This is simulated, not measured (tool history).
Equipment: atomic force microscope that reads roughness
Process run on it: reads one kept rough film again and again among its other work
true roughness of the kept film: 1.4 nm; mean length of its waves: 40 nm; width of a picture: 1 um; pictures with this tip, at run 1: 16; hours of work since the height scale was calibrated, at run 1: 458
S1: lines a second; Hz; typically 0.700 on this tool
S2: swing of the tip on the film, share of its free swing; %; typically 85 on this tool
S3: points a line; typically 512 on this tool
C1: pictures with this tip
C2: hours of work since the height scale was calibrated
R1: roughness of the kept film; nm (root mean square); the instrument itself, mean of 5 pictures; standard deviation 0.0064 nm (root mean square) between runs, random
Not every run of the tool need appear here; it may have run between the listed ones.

run   hour     S1  S2   S3   C1   C2     R1
  1    0.0  0.700  85  512   16  458  1.241
  2   16.5  0.700  75  512   51  469  1.236
  3   30.7  0.700  75  512   81  478  1.218
  4   42.5  2.842  85  512  106  485  0.930
      44.7  -- new tip fitted
  5   62.0  0.700  55  512   37  497  1.296
  6   77.6  0.700  65  512   70  507  1.253
  7   95.2  0.700  65  512  107  518  1.202
      96.8  -- new tip fitted
  8  108.3  0.700  85  512   25  526  1.227
     110.1  -- height scale calibrated on a step standard
  9  124.6  0.700  85  512   57    9  1.201
 10  142.3  0.700  57  512   95   20  1.246
     149.6  -- new tip fitted
 11  157.0  0.700  85  512   16   29  1.239
 12  168.4  0.700  85  564   40   36  1.227
 13  178.4  0.700  85  512   61   43  1.188
 14  188.3  0.700  85  512   82   49  1.180
     202.1  -- new tip fitted
 15  204.4  3.468  84  356    5   59  0.964
     208.9  -- height scale calibrated on a step standard, once more
 16  219.4  3.468  84  356   34    7  0.923
 17  232.3  0.700  57  356   62   15  1.266
 18  240.5  0.700  73  865   79   20  1.220
     256.4  -- new tip fitted
 19  259.9  0.726  74  512    7   32  1.275
 20  268.8  0.862  58  467   26   37  1.285
 21  278.2  0.862  58  467   46   43  1.271
 22  292.7  0.700  72  512   76   52  1.202
 23  302.4  0.700  72  512   97   59  1.196
     309.6  -- new tip fitted
 24  314.8  0.700  72  512   11   66  1.285
 25  333.9  0.700  85  328   52   78  1.173
 26  351.8  0.710  82  384   89   89  1.169

Predict each of these 5 candidate next runs independently; none follows another, all start after run 26:
     362.0  -- new tip fitted
  A  369.3  2.085  86  855  15  100   ?
     362.0  -- new tip fitted
  B  369.3  0.727  58  507  15  100   ?
     362.0  -- new tip fitted
  C  369.3  2.964  76  332  15  100   ?
     362.0  -- new tip fitted
  D  369.3  1.276  82  410  15  100   ?
     362.0  -- new tip fitted
  E  369.3  0.710  82  425  15  100   ?

run     R1
  A  1.037
  B  1.311
  C  1.069
  D  1.158
  E  1.238
Take away the tool's hidden state, keep each run's random variation, and the runs would have read:
run     R1
  A  1.053
  B  1.331
  C  1.086
  D  1.176
  E  1.257
